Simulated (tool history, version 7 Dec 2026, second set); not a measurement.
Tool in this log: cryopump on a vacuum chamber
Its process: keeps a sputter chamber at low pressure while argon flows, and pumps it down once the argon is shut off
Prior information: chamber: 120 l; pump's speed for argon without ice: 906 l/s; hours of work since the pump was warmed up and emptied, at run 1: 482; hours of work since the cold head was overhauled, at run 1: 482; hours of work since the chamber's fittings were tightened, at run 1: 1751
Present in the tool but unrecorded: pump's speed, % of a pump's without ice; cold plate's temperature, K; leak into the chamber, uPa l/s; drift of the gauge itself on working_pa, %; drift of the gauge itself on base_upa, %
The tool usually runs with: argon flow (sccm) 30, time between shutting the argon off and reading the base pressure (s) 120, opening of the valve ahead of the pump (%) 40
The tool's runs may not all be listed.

| run | hour | argon flow (sccm) | time between shutting the argon off and reading the base pressure (s) | opening of the valve ahead of the pump (%) | hours of work since the pump was warmed up and emptied | hours of work since the cold head was overhauled | hours of work since the chamber's fittings were tightened | pressure while argon flows (Pa) | pressure after the wait (uPa) |
|---|---|---|---|---|---|---|---|---|---|
| 1 | 0 | 30 | 120 | 40 | 482 | 482 | 1751 | 0.159 | 3.9 |
| 2 | 12.6 | 30 | 120 | 40 | 492 | 492 | 1761 | 0.1591 | 3.69 |
| 3 | 28.8 | 42 | 120 | 40 | 505 | 505 | 1774 | 0.224 | 3.88 |
| 4 | 39.9 | 30 | 120 | 25 | 514 | 514 | 1783 | 0.2406 | 3.91 |
| 5 | 55 | 30 | 120 | 25 | 526 | 526 | 1795 | 0.2443 | 3.9 |
| 6 | 71.3 | 30 | 120 | 25 | 539 | 539 | 1808 | 0.2474 | 3.92 |
| 7 | 81.6 | 30 | 120 | 25 | 548 | 548 | 1817 | 0.2445 | 3.87 |
| 8 | 89.3 | 30 | 120 | 40 | 554 | 554 | 1823 | 0.1626 | 4 |
| 9 | 105.5 | 30 | 120 | 40 | 567 | 567 | 1836 | 0.1622 | 3.93 |
| 10 | 113.5 | 30 | 120 | 40 | 573 | 573 | 1842 | 0.1617 | 4.03 |
| 11 | 124.4 | 30 | 120 | 40 | 582 | 582 | 1851 | 0.1635 | 4.05 |
| 12 | 132.4 | 29 | 120 | 40 | 589 | 589 | 1858 | 0.1583 | 4.1 |
| 13 | 145.6 | 30 | 120 | 40 | 599 | 599 | 1868 | 0.1634 | 4.13 |
| 14 | 160.2 | 30 | 32 | 40 | 611 | 611 | 1880 | 0.1636 | 7.72 |
| 15 | 171.6 | 30 | 32 | 40 | 620 | 620 | 1889 | 0.1672 | 8.06 |
| 16 | 178.6 | 30 | 120 | 40 | 626 | 626 | 1895 | 0.1658 | 4.17 |
| 17 | 195.1 | 30 | 120 | 40 | 639 | 639 | 1908 | 0.1669 | 4.27 |
| 18 | 207.7 | 37 | 120 | 28 | 650 | 650 | 1919 | 0.2794 | 4.36 |
|  | 221.1 | pump warmed up, emptied and cooled again |
| 19 | 222.4 | 22 | 93 | 40 | 1 | 657 | 1926 | 0.1035 | 3.8 |
| 20 | 231.2 | 34 | 228 | 19 | 8 | 664 | 1934 | 0.333 | 2.73 |
| 21 | 247.1 | 20 | 96 | 19 | 21 | 677 | 1946 | 0.1966 | 3.73 |
| 22 | 262.6 | 20 | 96 | 19 | 34 | 690 | 1959 | 0.1979 | 3.82 |
| 23 | 273.2 | 22 | 144 | 17 | 42 | 698 | 1968 | 0.2404 | 3.29 |
| 24 | 288 | 26 | 110 | 16 | 54 | 710 | 1980 | 0.3049 | 3.64 |
|  | 292.6 | leaking fittings of the chamber tightened, without venting |
| 25 | 297 | 26 | 110 | 16 | 60 | 716 | 4 | 0.306 | 1.89 |
| 26 | 311 | 29 | 40 | 59 | 71 | 727 | 15 | 0.0932 | 4.41 |
| 27 | 321.2 | 27 | 191 | 37 | 79 | 736 | 23 | 0.1381 | 1.32 |
| 28 | 332.9 | 27 | 191 | 37 | 89 | 745 | 33 | 0.1388 | 1.25 |
| 29 | 347.3 | 19 | 120 | 40 | 100 | 757 | 44 | 0.0899 | 1.8 |
| 30 | 362.5 | 19 | 120 | 40 | 113 | 769 | 57 | 0.09 | 1.83 |
| 31 | 370.8 | 13 | 39 | 34 | 119 | 776 | 63 | 0.0729 | 4.59 |
| 32 | 384 | 47 | 120 | 40 | 130 | 786 | 74 | 0.2273 | 1.81 |
| 33 | 397.3 | 30 | 120 | 37 | 141 | 797 | 85 | 0.1563 | 1.82 |

Each row is a separate what-if for the run after 33, all from the same tool condition, not one after another. Results?
| A | 410.5 | 41 | 31 | 22 | 152 | 808 | 95 | ? | ? |
| B | 410.5 | 39 | 120 | 59 | 152 | 808 | 95 | ? | ? |
| C | 410.5 | 30 | 68 | 37 | 152 | 808 | 95 | ? | ? |
| D | 410.5 | 30 | 120 | 35 | 152 | 808 | 95 | ? | ? |
| E | 410.5 | 16 | 24 | 20 | 152 | 808 | 95 | ? | ? |

| run | pressure while argon flows (Pa) | pressure after the wait (uPa) |
|---|---|---|
| A | 0.3541 | 5.74 |
| B | 0.1298 | 1.87 |
| C | 0.1576 | 2.84 |
| D | 0.1649 | 1.81 |
| E | 0.1526 | 7.17 |
The same runs, with their run-to-run variation unchanged, on a tool lacking any hidden condition would have given:
| run | pressure while argon flows (Pa) | pressure after the wait (uPa) |
|---|---|---|
| A | 0.3472 | 5.6 |
| B | 0.1233 | 1.73 |
| C | 0.1525 | 2.7 |
| D | 0.1599 | 1.67 |
| E | 0.1499 | 7.03 |
